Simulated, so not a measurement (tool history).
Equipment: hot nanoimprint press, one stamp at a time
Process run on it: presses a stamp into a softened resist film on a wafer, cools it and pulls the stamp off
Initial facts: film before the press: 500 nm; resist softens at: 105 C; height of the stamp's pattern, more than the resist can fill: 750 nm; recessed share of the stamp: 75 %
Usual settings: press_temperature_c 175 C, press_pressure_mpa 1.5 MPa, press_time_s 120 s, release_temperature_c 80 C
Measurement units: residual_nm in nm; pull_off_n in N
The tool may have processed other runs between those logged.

run	hour	press_temperature_c	press_pressure_mpa	press_time_s	release_temperature_c	residual_nm	pull_off_n
1	0	175	1.5	120	80	310.9	121
2	38.3	175	1.5	120	80	313.4	125
3	66.2	175	1.5	120	80	316.1	133
4	99.5	175	1.5	120	80	315.3	135
5	122.5	175	1.5	120	80	318.8	135
# hour 161.5: stamp cleaned and given a new release coat
6	163.4	175	1.5	120	80	320.8	120
7	191.8	175	1.5	120	80	319.1	122
8	224.6	175	1.5	120	80	322.3	126
9	250.2	166	1.5	120	80	414.4	132
# hour 256.9: plate thermocouple calibrated
10	284.9	166	1.5	120	80	428.2	137
11	324.8	166	1.5	120	80	427.4	143
# hour 340.5: stamp cleaned and given a new release coat
12	360.4	166	1.5	120	80	431.3	130
13	388.8	166	1.5	202	80	395.5	133
14	432.4	175	1.5	120	80	344.2	136
15	463.5	175	1.5	120	80	342.9	146
16	482.6	175	1.5	120	80	344.2	139
# hour 517.1: stamp cleaned and given a new release coat
# hour 524.1: plate thermocouple calibrated, once more
17	524.1	175	1	120	69	349.6	146
18	557.1	175	1	120	81	342.6	113
19	593.5	175	1	120	81	349.9	123
20	618.7	187	1.53	120	80	192.9	123
21	649.7	187	1.53	90	80	213	132
22	684.4	187	1.53	90	80	215.1	130
# hour 696.5: stamp cleaned and given a new release coat
23	726.7	175	1.5	161	77	283.7	125
24	755.9	181	2.06	82	78	246.7	130
25	799.8	181	2.06	82	78	246.6	141
26	830.8	175	1.5	95	74	334.2	149
# hour 844.1: press's hydraulic seals changed and the load cell set to zero
27	857.5	175	1.5	95	74	322.4	153
# hour 881.1: stamp cleaned and given a new release coat
28	899.8	174	1.12	240	81	289.8	117
29	939	174	1.12	240	81	290.9	114
30	963.1	168	1.97	79	68	391.4	164

Each row is a separate what-if for the run after 30, all from the same tool condition, not one after another. Results?
A	988.7	181	1.79	120	79	?	?
B	988.7	173	1.97	79	81	?	?
C	988.7	180	1.08	120	76	?	?

run	residual_nm	pull_off_n
A	226.4	132
B	332.3	125
C	292.7	139
Stripped of hidden state, with their random variation kept, the same runs would have yielded:
run	residual_nm	pull_off_n
A	216.9	115
B	320.5	109
C	282.5	122
